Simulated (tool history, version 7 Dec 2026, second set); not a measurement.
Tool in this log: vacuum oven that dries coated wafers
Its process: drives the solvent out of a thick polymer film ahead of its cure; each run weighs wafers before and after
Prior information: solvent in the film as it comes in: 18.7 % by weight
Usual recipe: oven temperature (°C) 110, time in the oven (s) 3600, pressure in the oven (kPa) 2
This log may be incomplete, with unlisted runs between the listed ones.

| run | hour | oven temperature (°C) | time in the oven (s) | pressure in the oven (kPa) | solvent left in the film (%) |
|---|---|---|---|---|---|
| 1 | 0 | 110 | 3600 | 2 | 5.23 |
| 2 | 63.2 | 110 | 3600 | 2 | 5.29 |
| 3 | 104.7 | 110 | 3600 | 2 | 5.25 |
| 4 | 148.6 | 110 | 3600 | 2 | 5.22 |
| 5 | 199.9 | 110 | 4260 | 2 | 4.38 |
| 6 | 268.6 | 110 | 3600 | 2 | 5.23 |
| 7 | 316.5 | 110 | 3600 | 2 | 5.22 |
| 8 | 394 | 110 | 3600 | 2 | 5.2 |
| 9 | 450.5 | 110 | 3600 | 2 | 5.19 |
| 10 | 495.1 | 110 | 6360 | 2 | 2.73 |
| 11 | 532.9 | 110 | 6360 | 2 | 2.71 |
| 12 | 599.9 | 110 | 6360 | 2 | 2.71 |
| 13 | 644.2 | 110 | 3600 | 4.94 | 6.49 |
| 14 | 722.6 | 110 | 3600 | 4.94 | 6.39 |
|  | 790.2 | oven's thermocouples calibrated |
| 15 | 799.3 | 110 | 3600 | 2.2 | 5.31 |
| 16 | 858 | 110 | 3600 | 2.2 | 5.33 |
| 17 | 931.9 | 110 | 3600 | 2.2 | 5.28 |
| 18 | 987.5 | 115 | 3600 | 2.11 | 4.07 |
| 19 | 1021.2 | 115 | 3600 | 2.11 | 4.06 |
| 20 | 1064.5 | 115 | 3600 | 2.11 | 4.11 |
| 21 | 1124.4 | 117 | 4080 | 2 | 3.06 |
| 22 | 1197.4 | 105 | 4200 | 2 | 5.59 |
| 23 | 1271.6 | 105 | 4200 | 2 | 5.65 |
| 24 | 1311.2 | 115 | 6120 | 3.89 | 2.92 |
| 25 | 1368.5 | 115 | 6120 | 3.89 | 2.9 |
| 26 | 1428.4 | 99 | 2040 | 3.89 | 11.28 |
| 27 | 1499.6 | 99 | 3600 | 7.02 | 10.57 |
| 28 | 1567.6 | 115 | 2220 | 2 | 6.4 |
|  | 1614.5 | oven's thermocouples calibrated |
| 29 | 1634.2 | 115 | 2220 | 2 | 6.52 |
| 30 | 1681.4 | 111 | 3180 | 5.28 | 6.96 |
|  | 1732.5 | vacuum gauge cleaned of residue and calibrated |
| 31 | 1735.4 | 111 | 5040 | 5.28 | 4.65 |
| 32 | 1813.6 | 111 | 5040 | 5.28 | 4.73 |
| 33 | 1846.7 | 97 | 5040 | 5.28 | 8.54 |

Predict each of these 3 candidate next runs independently; none follows another, all start after run 33:
| A | 1892.7 | 124 | 3600 | 2 | ? |
| B | 1892.7 | 120 | 2640 | 2 | ? |
| C | 1892.7 | 97 | 5040 | 1 | ? |

| run | solvent left in the film (%) |
|---|---|
| A | 2.14 |
| B | 4.23 |
| C | 5.92 |
What these runs would have given with no unlogged condition in the tool:
| run | solvent left in the film (%) |
|---|---|
| A | 2.2 |
| B | 4.31 |
| C | 6.01 |
